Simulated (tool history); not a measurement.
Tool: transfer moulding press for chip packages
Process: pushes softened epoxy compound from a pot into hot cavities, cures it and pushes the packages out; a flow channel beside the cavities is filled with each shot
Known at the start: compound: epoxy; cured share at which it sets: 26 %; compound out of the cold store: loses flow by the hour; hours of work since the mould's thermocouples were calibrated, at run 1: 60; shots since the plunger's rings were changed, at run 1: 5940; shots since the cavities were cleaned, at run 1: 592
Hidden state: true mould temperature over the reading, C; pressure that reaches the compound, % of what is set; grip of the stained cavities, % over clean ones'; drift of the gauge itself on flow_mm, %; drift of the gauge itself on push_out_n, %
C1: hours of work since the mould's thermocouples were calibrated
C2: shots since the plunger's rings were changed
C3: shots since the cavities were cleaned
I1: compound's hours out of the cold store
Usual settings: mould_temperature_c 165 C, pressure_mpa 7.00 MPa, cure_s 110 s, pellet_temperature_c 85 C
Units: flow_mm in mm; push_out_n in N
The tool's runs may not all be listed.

{"run": 1, "hour": 0.0, "mould_temperature_c": 165, "pressure_mpa": 7.0, "cure_s": 110, "pellet_temperature_c": 85, "C1": 60, "C2": 5940, "C3": 592, "I1": 29.8, "flow_mm": 466, "push_out_n": 522}
{"hour": 10.4, "done": "cavities cleaned with cleaning compound and waxed"}
{"run": 2, "hour": 11.2, "mould_temperature_c": 165, "pressure_mpa": 7.0, "cure_s": 110, "pellet_temperature_c": 85, "C1": 65, "C2": 6016, "C3": 6, "I1": 10.9, "flow_mm": 515, "push_out_n": 338}
{"run": 3, "hour": 18.2, "mould_temperature_c": 165, "pressure_mpa": 7.0, "cure_s": 110, "pellet_temperature_c": 85, "C1": 69, "C2": 6071, "C3": 61, "I1": 30.1, "flow_mm": 474, "push_out_n": 372}
{"run": 4, "hour": 25.8, "mould_temperature_c": 165, "pressure_mpa": 7.0, "cure_s": 110, "pellet_temperature_c": 87, "C1": 72, "C2": 6130, "C3": 120, "I1": 20.0, "flow_mm": 495, "push_out_n": 394}
{"run": 5, "hour": 31.1, "mould_temperature_c": 165, "pressure_mpa": 7.0, "cure_s": 110, "pellet_temperature_c": 85, "C1": 75, "C2": 6172, "C3": 162, "I1": 27.6, "flow_mm": 466, "push_out_n": 424}
{"run": 6, "hour": 35.8, "mould_temperature_c": 165, "pressure_mpa": 7.0, "cure_s": 110, "pellet_temperature_c": 85, "C1": 77, "C2": 6209, "C3": 199, "I1": 17.6, "flow_mm": 501, "push_out_n": 424}
{"run": 7, "hour": 44.5, "mould_temperature_c": 165, "pressure_mpa": 7.0, "cure_s": 110, "pellet_temperature_c": 89, "C1": 82, "C2": 6277, "C3": 267, "I1": 32.2, "flow_mm": 462, "push_out_n": 465}
{"run": 8, "hour": 49.3, "mould_temperature_c": 168, "pressure_mpa": 7.0, "cure_s": 110, "pellet_temperature_c": 85, "C1": 84, "C2": 6314, "C3": 304, "I1": 19.3, "flow_mm": 483, "push_out_n": 441}
{"run": 9, "hour": 56.7, "mould_temperature_c": 168, "pressure_mpa": 7.0, "cure_s": 110, "pellet_temperature_c": 85, "C1": 88, "C2": 6372, "C3": 362, "I1": 29.5, "flow_mm": 467, "push_out_n": 460}
{"run": 10, "hour": 62.6, "mould_temperature_c": 168, "pressure_mpa": 7.0, "cure_s": 110, "pellet_temperature_c": 85, "C1": 91, "C2": 6418, "C3": 408, "I1": 22.7, "flow_mm": 478, "push_out_n": 472}
{"run": 11, "hour": 72.1, "mould_temperature_c": 168, "pressure_mpa": 7.0, "cure_s": 110, "pellet_temperature_c": 85, "C1": 96, "C2": 6493, "C3": 483, "I1": 25.6, "flow_mm": 471, "push_out_n": 523}
{"run": 12, "hour": 76.9, "mould_temperature_c": 165, "pressure_mpa": 7.0, "cure_s": 110, "pellet_temperature_c": 85, "C1": 98, "C2": 6531, "C3": 521, "I1": 15.6, "flow_mm": 503, "push_out_n": 541}
{"run": 13, "hour": 87.4, "mould_temperature_c": 165, "pressure_mpa": 7.0, "cure_s": 110, "pellet_temperature_c": 85, "C1": 103, "C2": 6613, "C3": 603, "I1": 12.2, "flow_mm": 508, "push_out_n": 547}
{"run": 14, "hour": 94.1, "mould_temperature_c": 165, "pressure_mpa": 7.0, "cure_s": 110, "pellet_temperature_c": 82, "C1": 107, "C2": 6666, "C3": 656, "I1": 42.6, "flow_mm": 436, "push_out_n": 535}
{"hour": 96.1, "done": "cavities cleaned with cleaning compound and waxed"}
{"hour": 102.9, "done": "plunger's sealing rings changed"}
{"run": 15, "hour": 104.3, "mould_temperature_c": 164, "pressure_mpa": 8.68, "cure_s": 100, "pellet_temperature_c": 85, "C1": 110, "C2": 11, "C3": 44, "I1": 17.6, "flow_mm": 620, "push_out_n": 415}
{"run": 16, "hour": 113.6, "mould_temperature_c": 164, "pressure_mpa": 8.68, "cure_s": 100, "pellet_temperature_c": 85, "C1": 114, "C2": 84, "C3": 117, "I1": 16.6, "flow_mm": 625, "push_out_n": 440}
{"run": 17, "hour": 121.5, "mould_temperature_c": 162, "pressure_mpa": 6.42, "cure_s": 110, "pellet_temperature_c": 85, "C1": 118, "C2": 146, "C3": 179, "I1": 18.7, "flow_mm": 532, "push_out_n": 470}
{"run": 18, "hour": 128.6, "mould_temperature_c": 172, "pressure_mpa": 7.0, "cure_s": 109, "pellet_temperature_c": 85, "C1": 122, "C2": 201, "C3": 234, "I1": 31.7, "flow_mm": 509, "push_out_n": 429}
{"run": 19, "hour": 136.3, "mould_temperature_c": 165, "pressure_mpa": 7.6, "cure_s": 109, "pellet_temperature_c": 79, "C1": 126, "C2": 262, "C3": 295, "I1": 12.1, "flow_mm": 601, "push_out_n": 472}
{"run": 20, "hour": 141.7, "mould_temperature_c": 165, "pressure_mpa": 7.6, "cure_s": 109, "pellet_temperature_c": 91, "C1": 128, "C2": 304, "C3": 337, "I1": 15.0, "flow_mm": 586, "push_out_n": 494}
{"run": 21, "hour": 147.0, "mould_temperature_c": 168, "pressure_mpa": 7.7, "cure_s": 134, "pellet_temperature_c": 85, "C1": 131, "C2": 346, "C3": 379, "I1": 35.6, "flow_mm": 521, "push_out_n": 457}
{"run": 22, "hour": 153.3, "mould_temperature_c": 159, "pressure_mpa": 6.68, "cure_s": 124, "pellet_temperature_c": 87, "C1": 134, "C2": 395, "C3": 428, "I1": 21.3, "flow_mm": 538, "push_out_n": 556}
{"run": 23, "hour": 159.2, "mould_temperature_c": 165, "pressure_mpa": 8.78, "cure_s": 110, "pellet_temperature_c": 87, "C1": 137, "C2": 441, "C3": 474, "I1": 46.2, "flow_mm": 539, "push_out_n": 506}
{"run": 24, "hour": 168.5, "mould_temperature_c": 167, "pressure_mpa": 7.0, "cure_s": 110, "pellet_temperature_c": 93, "C1": 142, "C2": 514, "C3": 547, "I1": 29.4, "flow_mm": 519, "push_out_n": 523}
{"run": 25, "hour": 177.3, "mould_temperature_c": 165, "pressure_mpa": 7.0, "cure_s": 110, "pellet_temperature_c": 91, "C1": 146, "C2": 583, "C3": 616, "I1": 46.8, "flow_mm": 471, "push_out_n": 542}
{"hour": 184.1, "done": "cavities cleaned with cleaning compound and waxed"}
{"run": 26, "hour": 184.8, "mould_temperature_c": 165, "pressure_mpa": 7.0, "cure_s": 100, "pellet_temperature_c": 91, "C1": 149, "C2": 630, "C3": 5, "I1": 21.7, "flow_mm": 545, "push_out_n": 363}
{"run": 27, "hour": 191.7, "mould_temperature_c": 165, "pressure_mpa": 7.0, "cure_s": 100, "pellet_temperature_c": 91, "C1": 153, "C2": 684, "C3": 59, "I1": 34.9, "flow_mm": 505, "push_out_n": 406}
{"run": 28, "hour": 201.7, "mould_temperature_c": 165, "pressure_mpa": 7.0, "cure_s": 100, "pellet_temperature_c": 91, "C1": 158, "C2": 763, "C3": 138, "I1": 35.2, "flow_mm": 502, "push_out_n": 436}

Forecast each of these 4 alternatives for the next run:
{"run": "A", "hour": 210.7, "mould_temperature_c": 165, "pressure_mpa": 8.35, "cure_s": 110, "pellet_temperature_c": 85, "C1": 162, "C2": 833, "C3": 208, "I1": 36.9, "flow_mm": "?", "push_out_n": "?"}
{"run": "B", "hour": 210.7, "mould_temperature_c": 165, "pressure_mpa": 7.0, "cure_s": 103, "pellet_temperature_c": 85, "C1": 162, "C2": 833, "C3": 208, "I1": 8.9, "flow_mm": "?", "push_out_n": "?"}
{"run": "C", "hour": 210.7, "mould_temperature_c": 165, "pressure_mpa": 5.85, "cure_s": 126, "pellet_temperature_c": 77, "C1": 162, "C2": 833, "C3": 208, "I1": 35.4, "flow_mm": "?", "push_out_n": "?"}
{"run": "D", "hour": 210.7, "mould_temperature_c": 165, "pressure_mpa": 5.24, "cure_s": 100, "pellet_temperature_c": 83, "C1": 162, "C2": 833, "C3": 208, "I1": 26.1, "flow_mm": "?", "push_out_n": "?"}

run=A flow_mm=545 push_out_n=455
run=B flow_mm=582 push_out_n=472
run=C flow_mm=461 push_out_n=411
run=D flow_mm=460 push_out_n=469
Without the tool's hidden state the same runs would have given:
run=A flow_mm=553 push_out_n=345
run=B flow_mm=591 push_out_n=355
run=C flow_mm=468 push_out_n=312
run=D flow_mm=467 push_out_n=354
